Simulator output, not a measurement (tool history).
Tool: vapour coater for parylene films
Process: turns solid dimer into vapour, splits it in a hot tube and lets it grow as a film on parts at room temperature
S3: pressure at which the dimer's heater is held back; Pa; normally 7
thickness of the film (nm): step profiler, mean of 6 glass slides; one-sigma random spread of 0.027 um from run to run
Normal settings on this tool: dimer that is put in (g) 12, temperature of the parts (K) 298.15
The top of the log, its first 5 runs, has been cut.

{"run": 6, "hour": 88.3, "dimer that is put in (g)": 12, "temperature of the parts (K)": 298.15, "S3": 7, "thickness of the film (nm)": 2110}
{"run": 7, "hour": 98.5, "dimer that is put in (g)": 12, "temperature of the parts (K)": 298.15, "S3": 7, "thickness of the film (nm)": 2110}
{"run": 8, "hour": 111.0, "dimer that is put in (g)": 12, "temperature of the parts (K)": 298.15, "S3": 7, "thickness of the film (nm)": 2170}
{"run": 9, "hour": 133.0, "dimer that is put in (g)": 12, "temperature of the parts (K)": 298.15, "S3": 7, "thickness of the film (nm)": 2130}
{"run": 10, "hour": 142.9, "dimer that is put in (g)": 12, "temperature of the parts (K)": 298.15, "S3": 2.66, "thickness of the film (nm)": 2680}
{"run": 11, "hour": 164.3, "dimer that is put in (g)": 15, "temperature of the parts (K)": 298.15, "S3": 7, "thickness of the film (nm)": 2590}
{"run": 12, "hour": 179.7, "dimer that is put in (g)": 12, "temperature of the parts (K)": 298.15, "S3": 7, "thickness of the film (nm)": 2080}
{"run": 13, "hour": 191.0, "dimer that is put in (g)": 12, "temperature of the parts (K)": 298.15, "S3": 10.59, "thickness of the film (nm)": 1840}
{"run": 14, "hour": 203.0, "dimer that is put in (g)": 12, "temperature of the parts (K)": 298.15, "S3": 7, "thickness of the film (nm)": 2120}
{"hour": 208.2, "done": "trap's valve overhauled"}
{"run": 15, "hour": 223.7, "dimer that is put in (g)": 12, "temperature of the parts (K)": 298.15, "S3": 4.27, "thickness of the film (nm)": 2320}
{"run": 16, "hour": 235.6, "dimer that is put in (g)": 12, "temperature of the parts (K)": 298.15, "S3": 4.27, "thickness of the film (nm)": 2370}
{"hour": 244.2, "done": "trap's valve overhauled, once more"}
{"run": 17, "hour": 261.2, "dimer that is put in (g)": 19, "temperature of the parts (K)": 290.15, "S3": 2.66, "thickness of the film (nm)": 5360}
{"run": 18, "hour": 275.1, "dimer that is put in (g)": 19, "temperature of the parts (K)": 294.15, "S3": 2.62, "thickness of the film (nm)": 4920}
{"run": 19, "hour": 285.6, "dimer that is put in (g)": 19, "temperature of the parts (K)": 294.15, "S3": 2.62, "thickness of the film (nm)": 5060}
{"run": 20, "hour": 298.7, "dimer that is put in (g)": 19, "temperature of the parts (K)": 294.15, "S3": 2.62, "thickness of the film (nm)": 4850}
{"run": 21, "hour": 315.6, "dimer that is put in (g)": 12, "temperature of the parts (K)": 294.15, "S3": 7, "thickness of the film (nm)": 2420}
{"run": 22, "hour": 333.4, "dimer that is put in (g)": 11, "temperature of the parts (K)": 294.15, "S3": 6.65, "thickness of the film (nm)": 2300}
{"run": 23, "hour": 343.3, "dimer that is put in (g)": 11, "temperature of the parts (K)": 294.15, "S3": 6.65, "thickness of the film (nm)": 2280}
{"run": 24, "hour": 366.0, "dimer that is put in (g)": 11, "temperature of the parts (K)": 294.15, "S3": 2.73, "thickness of the film (nm)": 2770}
{"run": 25, "hour": 385.6, "dimer that is put in (g)": 12, "temperature of the parts (K)": 291.15, "S3": 7, "thickness of the film (nm)": 2560}
{"run": 26, "hour": 400.8, "dimer that is put in (g)": 9, "temperature of the parts (K)": 302.15, "S3": 5.27, "thickness of the film (nm)": 1650}
{"run": 27, "hour": 418.1, "dimer that is put in (g)": 9, "temperature of the parts (K)": 302.15, "S3": 3.23, "thickness of the film (nm)": 1850}
{"run": 28, "hour": 435.7, "dimer that is put in (g)": 16, "temperature of the parts (K)": 300.15, "S3": 5.26, "thickness of the film (nm)": 3030}
{"run": 29, "hour": 452.6, "dimer that is put in (g)": 8, "temperature of the parts (K)": 300.15, "S3": 4.65, "thickness of the film (nm)": 1590}
{"run": 30, "hour": 461.8, "dimer that is put in (g)": 8, "temperature of the parts (K)": 300.15, "S3": 4.65, "thickness of the film (nm)": 1550}

Predict each of these 4 candidate next runs independently; none follows another, all start after run 30:
{"run": "A", "hour": 483.5, "dimer that is put in (g)": 12, "temperature of the parts (K)": 308.15, "S3": 7, "thickness of the film (nm)": "?"}
{"run": "B", "hour": 483.5, "dimer that is put in (g)": 8, "temperature of the parts (K)": 304.15, "S3": 9.97, "thickness of the film (nm)": "?"}
{"run": "C", "hour": 483.5, "dimer that is put in (g)": 8, "temperature of the parts (K)": 306.15, "S3": 4.65, "thickness of the film (nm)": "?"}
{"run": "D", "hour": 483.5, "dimer that is put in (g)": 12, "temperature of the parts (K)": 293.15, "S3": 7, "thickness of the film (nm)": "?"}

run=A thickness_of_the_film_(nm)=1780
run=B thickness_of_the_film_(nm)=1190
run=C thickness_of_the_film_(nm)=1360
run=D thickness_of_the_film_(nm)=2430
The same runs, with their run-to-run variation unchanged, on a tool lacking any hidden condition would have given:
run=A thickness_of_the_film_(nm)=1840
run=B thickness_of_the_film_(nm)=1230
run=C thickness_of_the_film_(nm)=1410
run=D thickness_of_the_film_(nm)=2520

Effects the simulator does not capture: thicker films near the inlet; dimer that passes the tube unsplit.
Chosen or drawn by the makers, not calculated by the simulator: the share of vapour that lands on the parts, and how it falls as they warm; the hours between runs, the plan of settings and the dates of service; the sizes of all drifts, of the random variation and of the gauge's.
